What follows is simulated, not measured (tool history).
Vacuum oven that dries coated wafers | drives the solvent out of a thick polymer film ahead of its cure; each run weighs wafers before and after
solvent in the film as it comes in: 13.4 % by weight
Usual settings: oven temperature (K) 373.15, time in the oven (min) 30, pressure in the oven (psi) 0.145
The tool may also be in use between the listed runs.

run 1 day=0 | oven_temperature_(K)=373.15 time_in_the_oven_(min)=30 pressure_in_the_oven_(psi)=0.145 | solvent_left_in_the_film_(%)=0.97
run 2 day=0.346 | oven_temperature_(K)=373.15 time_in_the_oven_(min)=30 pressure_in_the_oven_(psi)=0.145 | solvent_left_in_the_film_(%)=0.98
run 3 day=0.829 | oven_temperature_(K)=373.15 time_in_the_oven_(min)=30 pressure_in_the_oven_(psi)=0.145 | solvent_left_in_the_film_(%)=0.98
run 4 day=1.075 | oven_temperature_(K)=373.15 time_in_the_oven_(min)=40 pressure_in_the_oven_(psi)=0.145 | solvent_left_in_the_film_(%)=0.6
run 5 day=1.325 | oven_temperature_(K)=373.15 time_in_the_oven_(min)=40 pressure_in_the_oven_(psi)=0.145 | solvent_left_in_the_film_(%)=0.59
run 6 day=1.6 | oven_temperature_(K)=373.15 time_in_the_oven_(min)=40 pressure_in_the_oven_(psi)=0.145 | solvent_left_in_the_film_(%)=0.56
run 7 day=1.912 | oven_temperature_(K)=373.15 time_in_the_oven_(min)=40 pressure_in_the_oven_(psi)=0.145 | solvent_left_in_the_film_(%)=0.59
run 8 day=2.238 | oven_temperature_(K)=373.15 time_in_the_oven_(min)=30 pressure_in_the_oven_(psi)=0.145 | solvent_left_in_the_film_(%)=1.03
run 9 day=2.521 | oven_temperature_(K)=373.15 time_in_the_oven_(min)=44 pressure_in_the_oven_(psi)=0.145 | solvent_left_in_the_film_(%)=0.52
run 10 day=2.925 | oven_temperature_(K)=373.15 time_in_the_oven_(min)=30 pressure_in_the_oven_(psi)=0.145 | solvent_left_in_the_film_(%)=0.98
run 11 day=3.317 | oven_temperature_(K)=373.15 time_in_the_oven_(min)=30 pressure_in_the_oven_(psi)=0.145 | solvent_left_in_the_film_(%)=1.04
run 12 day=3.521 | oven_temperature_(K)=373.15 time_in_the_oven_(min)=19 pressure_in_the_oven_(psi)=0.145 | solvent_left_in_the_film_(%)=2.22
run 13 day=3.892 | oven_temperature_(K)=373.15 time_in_the_oven_(min)=19 pressure_in_the_oven_(psi)=0.145 | solvent_left_in_the_film_(%)=2.14
run 14 day=4.271 | oven_temperature_(K)=369.15 time_in_the_oven_(min)=19 pressure_in_the_oven_(psi)=0.145 | solvent_left_in_the_film_(%)=3.02
run 15 day=4.504 | oven_temperature_(K)=369.15 time_in_the_oven_(min)=19 pressure_in_the_oven_(psi)=0.145 | solvent_left_in_the_film_(%)=3.05
run 16 day=4.821 | oven_temperature_(K)=369.15 time_in_the_oven_(min)=19 pressure_in_the_oven_(psi)=0.145 | solvent_left_in_the_film_(%)=3.08
run 17 day=5.246 | oven_temperature_(K)=369.15 time_in_the_oven_(min)=19 pressure_in_the_oven_(psi)=0.145 | solvent_left_in_the_film_(%)=2.99
run 18 day=5.692 | oven_temperature_(K)=369.15 time_in_the_oven_(min)=19 pressure_in_the_oven_(psi)=0.145 | solvent_left_in_the_film_(%)=3
run 19 day=6.138 | oven_temperature_(K)=369.15 time_in_the_oven_(min)=19 pressure_in_the_oven_(psi)=0.145 | solvent_left_in_the_film_(%)=2.96
run 20 day=6.396 | oven_temperature_(K)=373.15 time_in_the_oven_(min)=30 pressure_in_the_oven_(psi)=0.145 | solvent_left_in_the_film_(%)=0.97
run 21 day=6.742 | oven_temperature_(K)=374.15 time_in_the_oven_(min)=36 pressure_in_the_oven_(psi)=0.075 | solvent_left_in_the_film_(%)=0.53
run 22 day=7.175 | oven_temperature_(K)=363.15 time_in_the_oven_(min)=33 pressure_in_the_oven_(psi)=0.205 | solvent_left_in_the_film_(%)=2.58
-- day=7.296 oven's thermocouples calibrated
run 23 day=7.662 | oven_temperature_(K)=363.15 time_in_the_oven_(min)=33 pressure_in_the_oven_(psi)=0.205 | solvent_left_in_the_film_(%)=2.63
run 24 day=8.1 | oven_temperature_(K)=373.15 time_in_the_oven_(min)=41 pressure_in_the_oven_(psi)=0.084 | solvent_left_in_the_film_(%)=0.47
run 25 day=8.45 | oven_temperature_(K)=373.15 time_in_the_oven_(min)=41 pressure_in_the_oven_(psi)=0.084 | solvent_left_in_the_film_(%)=0.47
run 26 day=8.75 | oven_temperature_(K)=360.15 time_in_the_oven_(min)=42 pressure_in_the_oven_(psi)=0.145 | solvent_left_in_the_film_(%)=2.4
-- day=8.871 oven's thermocouples calibrated, once more
run 27 day=9.183 | oven_temperature_(K)=363.15 time_in_the_oven_(min)=37 pressure_in_the_oven_(psi)=0.219 | solvent_left_in_the_film_(%)=2.15
run 28 day=9.538 | oven_temperature_(K)=375.15 time_in_the_oven_(min)=33 pressure_in_the_oven_(psi)=0.187 | solvent_left_in_the_film_(%)=0.66
run 29 day=9.85 | oven_temperature_(K)=383.15 time_in_the_oven_(min)=41 pressure_in_the_oven_(psi)=0.125 | solvent_left_in_the_film_(%)=0.22
run 30 day=10.096 | oven_temperature_(K)=386.15 time_in_the_oven_(min)=17 pressure_in_the_oven_(psi)=0.428 | solvent_left_in_the_film_(%)=0.97
run 31 day=10.421 | oven_temperature_(K)=373.15 time_in_the_oven_(min)=17 pressure_in_the_oven_(psi)=0.247 | solvent_left_in_the_film_(%)=2.65
run 32 day=10.704 | oven_temperature_(K)=373.15 time_in_the_oven_(min)=17 pressure_in_the_oven_(psi)=0.247 | solvent_left_in_the_film_(%)=2.6
run 33 day=11.108 | oven_temperature_(K)=375.15 time_in_the_oven_(min)=37 pressure_in_the_oven_(psi)=0.247 | solvent_left_in_the_film_(%)=0.76
run 34 day=11.342 | oven_temperature_(K)=385.15 time_in_the_oven_(min)=37 pressure_in_the_oven_(psi)=0.08 | solvent_left_in_the_film_(%)=0.13
run 35 day=11.617 | oven_temperature_(K)=363.15 time_in_the_oven_(min)=30 pressure_in_the_oven_(psi)=0.438 | solvent_left_in_the_film_(%)=3.35
run 36 day=12.108 | oven_temperature_(K)=366.15 time_in_the_oven_(min)=53 pressure_in_the_oven_(psi)=0.148 | solvent_left_in_the_film_(%)=0.75
run 37 day=12.421 | oven_temperature_(K)=363.15 time_in_the_oven_(min)=30 pressure_in_the_oven_(psi)=0.145 | solvent_left_in_the_film_(%)=2.64
run 38 day=12.767 | oven_temperature_(K)=374.15 time_in_the_oven_(min)=30 pressure_in_the_oven_(psi)=0.145 | solvent_left_in_the_film_(%)=0.89
run 39 day=13.2 | oven_temperature_(K)=380.15 time_in_the_oven_(min)=18 pressure_in_the_oven_(psi)=0.145 | solvent_left_in_the_film_(%)=1.12
run 40 day=13.467 | oven_temperature_(K)=380.15 time_in_the_oven_(min)=18 pressure_in_the_oven_(psi)=0.145 | solvent_left_in_the_film_(%)=1.15

What if the next run were any one of these 3? Each begins from the tool's condition after run 40:
run A day=13.721 | oven_temperature_(K)=367.15 time_in_the_oven_(min)=18 pressure_in_the_oven_(psi)=0.145 | solvent_left_in_the_film_(%)=?
run B day=13.721 | oven_temperature_(K)=380.15 time_in_the_oven_(min)=27 pressure_in_the_oven_(psi)=0.145 | solvent_left_in_the_film_(%)=?
run C day=13.721 | oven_temperature_(K)=373.15 time_in_the_oven_(min)=37 pressure_in_the_oven_(psi)=0.119 | solvent_left_in_the_film_(%)=?

run=A solvent_left_in_the_film_(%)=3.59
run=B solvent_left_in_the_film_(%)=0.51
run=C solvent_left_in_the_film_(%)=0.58
With no hidden state in the tool, these same runs would have given:
run=A solvent_left_in_the_film_(%)=3.52
run=B solvent_left_in_the_film_(%)=0.47
run=C solvent_left_in_the_film_(%)=0.53

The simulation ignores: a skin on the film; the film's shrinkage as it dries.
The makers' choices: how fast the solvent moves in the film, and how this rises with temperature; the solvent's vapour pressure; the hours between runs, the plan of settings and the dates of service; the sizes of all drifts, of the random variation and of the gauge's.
